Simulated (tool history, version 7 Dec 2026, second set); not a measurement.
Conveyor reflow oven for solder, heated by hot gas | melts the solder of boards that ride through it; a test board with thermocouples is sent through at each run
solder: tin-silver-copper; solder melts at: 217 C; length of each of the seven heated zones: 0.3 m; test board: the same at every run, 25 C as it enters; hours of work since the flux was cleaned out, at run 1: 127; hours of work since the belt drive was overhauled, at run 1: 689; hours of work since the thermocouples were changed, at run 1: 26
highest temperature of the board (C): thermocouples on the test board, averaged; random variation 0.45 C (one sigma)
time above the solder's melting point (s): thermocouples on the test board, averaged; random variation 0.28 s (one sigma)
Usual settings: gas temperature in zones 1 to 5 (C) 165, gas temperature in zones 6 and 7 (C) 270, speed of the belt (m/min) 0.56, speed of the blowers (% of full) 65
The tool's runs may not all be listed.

run,hour,gas temperature in zones 1 to 5 (C),gas temperature in zones 6 and 7 (C),speed of the belt (m/min),speed of the blowers (% of full),hours of work since the flux was cleaned out,hours of work since the belt drive was overhauled,hours of work since the thermocouples were changed,highest temperature of the board (C),time above the solder's melting point (s)
1,0,165,270,0.56,65,127,689,26,253.5,46.1
2,16.2,165,270,0.56,65,139,701,38,253.3,46.1
3,42.5,165,270,0.56,67,158,720,57,253.8,46.8
4,77.8,165,270,0.56,67,184,746,83,254.5,46.5
5,107.4,165,270,0.56,67,205,767,104,253.5,47.2
6,143.7,165,270,0.56,67,232,794,131,253.9,46.6
7,162.2,165,270,0.56,67,245,807,144,253.9,46.5
8,181.6,165,270,0.56,51,259,821,158,249.7,43
9,199.2,165,281,0.56,65,272,834,171,263.8,50.9
10,215.1,165,281,0.56,65,284,846,183,263,51.5
11,234,165,281,0.56,65,298,860,197,262.9,51.4
12,254.6,165,270,0.51,59,313,875,212,254.7,52.4
13,274.1,170,271,0.543,56,327,889,226,253.2,49.4
14,305.3,166,270,0.536,65,350,912,249,255.1,49.9
15,343.1,177,270,0.536,73,377,939,276,258.8,54.8
16,379.7,177,270,0.536,73,404,966,303,258.4,55
# hour 420: flux residue cleaned out of gas plates and filters
17,421.2,159,270,0.62,64,1,993,330,248.8,36.9
18,458.4,159,270,0.62,64,28,1020,357,248.4,37
19,486,159,270,0.62,64,48,1040,377,248.4,37.4
20,505.8,159,270,0.62,64,63,1054,391,248.4,36.7
21,542.4,165,270,0.461,82,89,1081,418,261.2,63.6

How the hidden state differs across the entries between the runs, from the last listed run before each to the first after it:
Between runs 16 and 17: flux residue cleaned out of gas plates and filters (hour 420)
  heat that the gas passes to the board, % of a clean oven's: 99.3 -> 100
